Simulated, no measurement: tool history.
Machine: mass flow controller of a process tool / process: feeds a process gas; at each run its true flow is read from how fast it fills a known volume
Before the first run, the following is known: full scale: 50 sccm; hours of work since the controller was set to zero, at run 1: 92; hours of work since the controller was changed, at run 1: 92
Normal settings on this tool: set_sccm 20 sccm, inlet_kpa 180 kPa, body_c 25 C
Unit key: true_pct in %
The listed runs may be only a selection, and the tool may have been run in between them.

run,hour,set_sccm,inlet_kpa,body_c,hours of work since the controller was set to zero,hours of work since the controller was changed,true_pct
1,0.0,20,180,25,92,92,97.91
2,87.4,20,180,25,134,134,98.06
3,163.3,20,180,25,170,170,97.99
4,235.3,20,180,25,204,204,97.92
5,328.6,20,180,27,248,248,98.11
6,408.8,20,180,36,286,286,99.06
7,477.7,20,180,25,319,319,97.83
8,557.8,20,221,25,357,357,97.58
9,623.3,20,221,25,388,388,97.61
10,678.6,13,180,25,415,415,97.14
11,781.3,20,161,25,463,463,97.56
12,849.9,20,161,25,496,496,97.63
13,906.4,20,203,25,523,523,97.45
14,989.4,15,203,25,562,562,96.92
15,1090.9,26,180,25,611,611,98.04
16,1142.7,26,180,25,635,635,97.96
17,1197.7,26,180,25,661,661,97.83
18,1298.3,20,180,25,709,709,97.26
19,1408.5,20,180,25,762,762,97.22
20,1460.0,9,180,25,786,786,95.74
21,1530.8,9,180,39,820,820,97.40
22,1628.4,9,180,39,866,866,97.23
23,1687.6,18,180,25,894,894,96.94
24,1767.6,20,180,24,932,932,97.10
25,1842.4,10,169,31,968,968,96.48
26,1895.6,20,180,37,993,993,98.45
27,1981.7,10,179,28,1034,1034,95.86
28,2079.0,10,179,28,1080,1080,95.82
29,2170.5,43,218,26,1124,1124,98.81
30,2224.3,43,218,26,1149,1149,98.77
31,2305.8,20,200,25,1188,1188,96.68
32,2413.2,50,159,25,1239,1239,99.20
33,2485.6,18,201,20,1274,1274,95.86
34,2542.1,7,210,29,1301,1301,94.42
35,2605.6,7,210,29,1331,1331,94.42
36,2699.5,9,176,37,1375,1375,95.95
37,2783.9,17,187,25,1416,1416,96.14
38,2843.7,20,194,25,1444,1444,96.42
39,2894.9,20,180,39,1468,1468,98.07
40,3003.5,20,180,39,1520,1520,98.01
41,3051.5,49,150,21,1543,1543,98.59
42,3142.4,20,204,25,1586,1586,96.26
43,3252.4,26,154,23,1638,1638,96.90
44,3342.0,12,154,38,1681,1681,96.45
45,3397.4,20,180,23,1707,1707,96.01
46,3462.1,20,180,35,1738,1738,97.49
47,3513.0,20,180,35,1762,1762,97.19
48,3611.3,7,221,35,1809,1809,93.96

Here are 5 independent what-if runs from the current tool condition. What would each one return?
A,3682.0,20,242,25,1843,1843,?
B,3682.0,11,178,28,1843,1843,?
C,3682.0,20,155,34,1843,1843,?
D,3682.0,5,180,30,1843,1843,?
E,3682.0,7,175,35,1843,1843,?

run,true_pct
A,95.86
B,94.66
C,97.27
D,91.84
E,93.93
Take away the tool's hidden state, keep each run's random variation, and the runs would have read:
run,true_pct
A,97.97
B,97.84
C,99.37
D,97.88
E,98.47

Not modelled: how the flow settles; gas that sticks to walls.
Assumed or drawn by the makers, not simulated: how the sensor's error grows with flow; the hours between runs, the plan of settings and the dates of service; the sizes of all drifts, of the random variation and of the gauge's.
